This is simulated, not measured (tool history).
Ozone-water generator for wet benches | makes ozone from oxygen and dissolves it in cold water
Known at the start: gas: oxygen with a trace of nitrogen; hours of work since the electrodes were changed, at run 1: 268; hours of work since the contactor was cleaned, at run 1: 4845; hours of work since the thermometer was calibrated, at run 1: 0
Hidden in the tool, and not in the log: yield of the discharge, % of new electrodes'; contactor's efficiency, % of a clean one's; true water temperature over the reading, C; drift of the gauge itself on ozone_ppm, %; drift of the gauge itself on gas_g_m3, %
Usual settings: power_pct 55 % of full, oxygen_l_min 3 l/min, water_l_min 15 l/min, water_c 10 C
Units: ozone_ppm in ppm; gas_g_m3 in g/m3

run,hour,power_pct,oxygen_l_min,water_l_min,water_c,hours of work since the electrodes were changed,hours of work since the contactor was cleaned,hours of work since the thermometer was calibrated,ozone_ppm,gas_g_m3
1,0,55,3,15,10,268,4845,0,24,220.6
2,48.8,62,3,15,10,303,4880,35,26.5,245.9
3,96,55,3,15,10,336,4913,68,24.2,220.1
4,125,55,3,15,10,357,4934,89,24,222.6
5,161.8,55,3,18,10,383,4960,115,19.7,220.1
6,204.4,55,3,18,10,413,4990,145,20,222.2
7,239.4,55,3,18,10,438,5015,170,19.7,223.5
8,264.1,55,3,18,10,456,5033,188,19.9,224
9,302.5,55,3,18,10,483,5060,215,20.2,221.8
10,338,55,3,18,10,508,5085,240,20.1,225.2
11,368.1,55,3,18,10,530,5106,261,20,224.1
12,413.4,55,3.28,13,10,562,5139,294,27.8,215.6
13,454,55,3.28,13,10,591,5167,322,27.7,214.9
14,487.7,79,3.12,10,6,614,5191,346,50.4,305.4
15,525.2,92,5.26,20,5,641,5218,373,33.5,276.2
16,559.5,92,5.26,10,11,665,5242,397,54.2,272.1
17,579.2,66,2.31,10,13,679,5256,411,37.4,302.1
18,604.1,66,2.31,10,13,697,5274,429,37.5,302.5
19,626.6,66,2.31,10,9,713,5290,445,39,299.3
20,647.3,55,3,15,14,728,5305,460,22.4,224.6

Hidden state or all else? Some run-to-run changes of gas_g_m3, split into what the settings, what came in and random variation would give without the hidden state, and what is left for the hidden state (with any gauge scatter that isn't in both results):
Run 13 -> 14: power_pct 55 -> 79, oxygen_l_min 3.28 -> 3.12, water_l_min 13 -> 10, water_c 10 -> 6. gas_g_m3 +90.5 g/m3: hidden state +1.5, all else +89.
Run 19 -> 20: power_pct 66 -> 55, oxygen_l_min 2.31 -> 3, water_l_min 10 -> 15, water_c 9 -> 14. gas_g_m3 -74.7 g/m3: hidden state -1.3, all else -73.4.
